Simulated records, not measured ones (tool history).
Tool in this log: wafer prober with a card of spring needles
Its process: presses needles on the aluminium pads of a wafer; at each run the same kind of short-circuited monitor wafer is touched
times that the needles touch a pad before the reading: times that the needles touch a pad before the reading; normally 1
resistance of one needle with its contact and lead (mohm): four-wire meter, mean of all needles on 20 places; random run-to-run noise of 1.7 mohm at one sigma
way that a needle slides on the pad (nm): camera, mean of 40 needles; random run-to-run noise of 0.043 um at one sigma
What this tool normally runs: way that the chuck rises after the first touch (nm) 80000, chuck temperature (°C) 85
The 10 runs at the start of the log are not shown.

| run | day | way that the chuck rises after the first touch (nm) | chuck temperature (°C) | times that the needles touch a pad before the reading | touches since the tips were cleaned | cleanings since the card got new needles | touches since the first contact's height was set | resistance of one needle with its contact and lead (mohm) | way that a needle slides on the pad (nm) |
|---|---|---|---|---|---|---|---|---|---|
|  | 5.604 | tips cleaned on abrasive film |
|  | 5.946 | tips cleaned on abrasive film |
| 11 | 6.246 | 80000 | 85 | 1 | 4359 | 47 | 21083 | 186 | 13420 |
|  | 6.329 | tips cleaned on abrasive film |
|  | 6.683 | tips cleaned on abrasive film |
| 12 | 6.904 | 80000 | 85 | 1 | 3199 | 49 | 30429 | 185 | 13360 |
|  | 7.062 | tips cleaned on abrasive film |
|  | 7.442 | tips cleaned on abrasive film |
| 13 | 7.521 | 80000 | 85 | 1 | 1146 | 51 | 39219 | 177 | 13350 |
|  | 7.775 | tips cleaned on abrasive film |
|  | 8.138 | tips cleaned on abrasive film |
| 14 | 8.162 | 80000 | 85 | 1 | 357 | 53 | 48383 | 171 | 13280 |
|  | 8.512 | tips cleaned on abrasive film |
|  | 8.896 | tips cleaned on abrasive film |
| 15 | 8.896 | 80000 | 85 | 2 | 0 | 55 | 58802 | 169 | 13280 |
|  | 9.258 | tips cleaned on abrasive film |
|  | 9.65 | tips cleaned on abrasive film |
| 16 | 9.762 | 80000 | 85 | 2 | 1587 | 57 | 71199 | 172 | 13260 |
|  | 10.004 | tips cleaned on abrasive film |
| 17 | 10.225 | 73000 | 72 | 1 | 3173 | 58 | 77824 | 185 | 12120 |
|  | 10.367 | tips cleaned on abrasive film |
|  | 10.779 | tips cleaned on abrasive film |
| 18 | 11.067 | 93000 | 92 | 2 | 4150 | 60 | 89869 | 174 | 15470 |
|  | 11.129 | tips cleaned on abrasive film |
|  | 11.479 | tips cleaned on abrasive film |
| 19 | 11.558 | 65000 | 28 | 1 | 1121 | 62 | 96829 | 176 | 10780 |
|  | 11.862 | tips cleaned on abrasive film |
| 20 | 12.062 | 63000 | 43 | 2 | 2904 | 63 | 104050 | 181 | 10350 |
|  | 12.221 | tips cleaned on abrasive film |
|  | 12.579 | tips cleaned on abrasive film |
| 21 | 12.858 | 63000 | 56 | 2 | 4054 | 65 | 115434 | 186 | 10310 |
|  | 12.929 | tips cleaned on abrasive film |
|  | 13.304 | tips cleaned on abrasive film |
|  | 13.671 | tips cleaned on abrasive film |
| 22 | 13.671 | 63000 | 36 | 2 | 0 | 68 | 126947 | 169 | 10360 |
|  | 14.083 | tips cleaned on abrasive film |
| 23 | 14.108 | 84000 | 85 | 3 | 377 | 69 | 133217 | 168 | 13720 |
|  | 14.433 | tips cleaned on abrasive film |
| 24 | 14.667 | 83000 | 114 | 1 | 3348 | 70 | 141204 | 189 | 13690 |
|  | 14.808 | tips cleaned on abrasive film |
|  | 15.158 | tips cleaned on abrasive film |
| 25 | 15.321 | 71000 | 39 | 3 | 2335 | 72 | 150529 | 168 | 11630 |
|  | 15.546 | tips cleaned on abrasive film |
|  | 15.892 | tips cleaned on abrasive film |
| 26 | 16.179 | 80000 | 28 | 2 | 4150 | 74 | 162828 | 171 | 13070 |
|  | 16.25 | tips cleaned on abrasive film |
|  | 16.604 | tips cleaned on abrasive film |
|  | 17.004 | tips cleaned on abrasive film |
| 27 | 17.017 | 82000 | 33 | 2 | 213 | 77 | 174739 | 160 | 13390 |
|  | 17.35 | tips cleaned on abrasive film |
|  | 17.696 | tips cleaned on abrasive film |
| 28 | 17.696 | 83000 | 105 | 1 | 0 | 79 | 184382 | 172 | 13610 |
|  | 18.054 | tips cleaned on abrasive film |
|  | 18.425 | tips cleaned on abrasive film |
| 29 | 18.567 | 83000 | 31 | 2 | 2034 | 81 | 196824 | 168 | 13520 |
|  | 18.758 | tips cleaned on abrasive film |
| 30 | 19.071 | 79000 | 118 | 3 | 4511 | 82 | 204088 | 183 | 12910 |

Each row is a separate what-if for the run after 30, all from the same tool condition, not one after another. Results?
|  | 19.154 | tips cleaned on abrasive film |
|  | 19.529 | tips cleaned on abrasive film |
| A | 19.529 | 76000 | 35 | 2 | 0 | 84 | 210544 | ? | ? |
|  | 19.154 | tips cleaned on abrasive film |
|  | 19.529 | tips cleaned on abrasive film |
| B | 19.529 | 79000 | 88 | 3 | 0 | 84 | 210544 | ? | ? |
|  | 19.154 | tips cleaned on abrasive film |
|  | 19.529 | tips cleaned on abrasive film |
| C | 19.529 | 70000 | 124 | 2 | 0 | 84 | 210544 | ? | ? |
|  | 19.154 | tips cleaned on abrasive film |
|  | 19.529 | tips cleaned on abrasive film |
| D | 19.529 | 79000 | 75 | 1 | 0 | 84 | 210544 | ? | ? |
|  | 19.154 | tips cleaned on abrasive film |
|  | 19.529 | tips cleaned on abrasive film |
| E | 19.529 | 95000 | 54 | 1 | 0 | 84 | 210544 | ? | ? |

| run | resistance of one needle with its contact and lead (mohm) | way that a needle slides on the pad (nm) |
|---|---|---|
| A | 163 | 12310 |
| B | 170 | 12840 |
| C | 180 | 11360 |
| D | 167 | 12890 |
| E | 161 | 15560 |
Take away the tool's hidden state, keep each run's random variation, and the runs would have read:
| run | resistance of one needle with its contact and lead (mohm) | way that a needle slides on the pad (nm) |
|---|---|---|
| A | 159 | 12710 |
| B | 167 | 13250 |
| C | 175 | 11770 |
| D | 162 | 13300 |
| E | 158 | 15970 |
